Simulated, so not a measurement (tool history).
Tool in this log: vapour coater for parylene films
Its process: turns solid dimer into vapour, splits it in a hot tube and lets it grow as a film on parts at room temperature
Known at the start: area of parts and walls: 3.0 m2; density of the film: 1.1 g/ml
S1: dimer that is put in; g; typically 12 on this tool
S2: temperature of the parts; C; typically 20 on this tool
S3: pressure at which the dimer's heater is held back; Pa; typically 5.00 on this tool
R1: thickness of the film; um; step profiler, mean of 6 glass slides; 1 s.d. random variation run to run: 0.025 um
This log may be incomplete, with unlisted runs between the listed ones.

run	day	S1	S2	S3	R1
1	0.000	12	20	5.00	1.76
2	0.888	12	20	5.00	1.75
3	1.617	12	20	7.59	1.61
4	2.704	12	20	7.59	1.64
5	3.992	12	20	7.59	1.65
6	4.833	12	20	7.59	1.60
7	5.825	12	20	7.59	1.63
8	6.392	15	20	5.00	2.12
9	7.438	15	20	5.00	2.14
10	8.538	20	20	5.00	2.82
11	9.317	20	20	5.00	2.75
12	10.158	20	20	5.00	2.79
# day 10.904: trap's valve overhauled
13	11.392	20	20	5.00	2.76
14	12.262	12	20	5.00	1.65
15	13.171	8	20	5.00	1.12
16	13.996	8	20	10.69	0.99
17	14.600	12	20	5.00	1.61
# day 14.829: trap's valve overhauled, once more
18	15.650	12	20	8.02	1.64
19	16.725	12	17	5.00	2.09
20	17.979	12	20	5.00	1.78
21	18.996	12	25	5.00	1.40
22	20.292	12	25	6.64	1.36
23	21.175	12	25	6.64	1.32
24	22.254	12	25	6.64	1.33
25	23.104	9	23	3.66	1.16
26	24.171	9	20	2.06	1.49
27	24.812	9	20	2.75	1.47
28	25.400	12	20	7.58	1.60
29	26.433	12	20	7.58	1.59
30	27.300	12	20	7.58	1.62
31	28.342	12	20	5.00	1.67
32	29.529	14	21	5.00	1.90
33	30.458	19	14	3.07	3.85
34	31.275	9	14	3.07	1.82
35	31.979	14	14	6.91	2.53
36	33.288	9	18	3.18	1.51
37	34.029	9	18	3.18	1.42
38	34.621	9	18	2.29	1.52
39	35.758	9	15	10.97	1.39
40	36.533	18	20	7.85	2.37
41	37.196	18	20	7.85	2.34
42	38.325	16	18	4.93	2.39
43	38.992	16	18	4.93	2.40
44	39.792	16	18	4.93	2.44
# day 40.083: trap's valve overhauled
45	40.583	7	24	9.56	0.75
46	41.429	7	31	4.93	0.60

Difference, measured minus no-hidden-state, one row per run. Run-to-run variation is common to both terms; the gauge's own scatter need not be:
Hidden state at play: vapour lost through the trap's worn valve, %; true temperature of the parts over the reading, C; drift of the gauge itself on film_um, %.
run	R1
1	-0.09
2	-0.10
3	-0.10
4	-0.10
5	-0.11
6	-0.12
7	-0.13
8	-0.17
9	-0.18
10	-0.25
11	-0.26
12	-0.27
13	-0.33
14	-0.20
15	-0.14
16	-0.12
17	-0.22
18	-0.05
19	-0.07
20	-0.07
21	-0.06
22	-0.06
23	-0.07
24	-0.07
25	-0.07
26	-0.09
27	-0.09
28	-0.11
29	-0.11
30	-0.12
31	-0.13
32	-0.15
33	-0.33
34	-0.16
35	-0.23
36	-0.14
37	-0.15
38	-0.16
39	-0.15
40	-0.26
41	-0.27
42	-0.29
43	-0.30
44	-0.30
45	-0.04
46	-0.03

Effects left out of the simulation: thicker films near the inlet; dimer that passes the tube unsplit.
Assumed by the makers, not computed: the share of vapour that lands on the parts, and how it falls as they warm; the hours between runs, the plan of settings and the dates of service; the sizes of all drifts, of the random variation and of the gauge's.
